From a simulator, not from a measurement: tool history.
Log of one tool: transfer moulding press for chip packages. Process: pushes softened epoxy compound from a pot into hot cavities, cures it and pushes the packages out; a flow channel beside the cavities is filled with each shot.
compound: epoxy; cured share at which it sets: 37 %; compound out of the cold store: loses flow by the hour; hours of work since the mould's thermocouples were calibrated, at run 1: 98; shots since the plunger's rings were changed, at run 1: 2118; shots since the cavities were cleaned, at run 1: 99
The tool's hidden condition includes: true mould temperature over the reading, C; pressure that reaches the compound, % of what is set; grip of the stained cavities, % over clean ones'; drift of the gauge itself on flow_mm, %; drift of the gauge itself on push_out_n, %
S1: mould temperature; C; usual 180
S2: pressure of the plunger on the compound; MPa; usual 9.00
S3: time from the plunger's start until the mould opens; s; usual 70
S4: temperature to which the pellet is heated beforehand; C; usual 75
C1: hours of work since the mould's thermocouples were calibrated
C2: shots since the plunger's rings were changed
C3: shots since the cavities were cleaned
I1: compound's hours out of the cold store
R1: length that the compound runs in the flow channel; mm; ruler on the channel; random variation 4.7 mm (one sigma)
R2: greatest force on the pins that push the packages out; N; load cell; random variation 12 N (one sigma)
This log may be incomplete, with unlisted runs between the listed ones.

run   hour   S1    S2  S3  S4   C1    C2   C3    I1   R1    R2
  1    0.0  180  9.00  70  75   98  2118   99  40.9  860   606
  2    5.3  180  9.00  70  67  102  2227  208  28.7  907   740
  3   14.7  180  9.00  70  75  109  2418  399  27.4  908   794
      25.1  -- cavities cleaned with cleaning compound and waxed
  4   26.0  180  9.00  70  75  117  2619   17  18.3  931   581
  5   32.4  180  8.32  70  75  122  2752  150  37.3  822   655
  6   44.0  180  8.32  70  75  131  2989  387  16.6  903   831
      55.1  -- cavities cleaned with cleaning compound and waxed
  7   57.1  180  8.32  70  75  140  3225   39  14.2  899   580
  8   66.6  178  9.00  70  75  147  3421  235  47.6  819   740
  9   75.9  180  9.43  70  75  154  3612  426  12.7  946   823
      85.4  -- cavities cleaned with cleaning compound and waxed
      88.7  -- plunger's sealing rings changed
 10   88.8  180  9.43  70  75  161     2   20  44.7  909   542
 11   97.9  180  9.00  77  75  168   187  205  35.1  915   601
 12  108.8  180  9.00  77  75  177   412  430  12.6  993   739
     118.0  -- cavities cleaned with cleaning compound and waxed
 13  120.5  180  9.00  77  75  185   620   52  44.3  878   524
 14  126.8  180  9.00  77  75  190   749  181  33.7  911   618
 15  138.2  180  9.00  77  75  198   983  415  12.1  983   735
 16  144.3  176  7.78  62  81  203  1107  539  31.7  860  1350
     147.9  -- cavities cleaned with cleaning compound and waxed
 17  154.3  183  7.78  54  84  210  1281  131  32.7  825   863
 18  161.1  182  8.67  57  67  215  1420  270  25.8  904  1028

The next listed run, before its measurement:
 19  171.4  182  8.67  57  67  223  1632  482  39.0   ?   ?

R1: 857 mm
R2: 1092 N
With the hidden condition absent and the run-to-run variation left alone, this run would have shown R1 888 mm, R2 728 N.
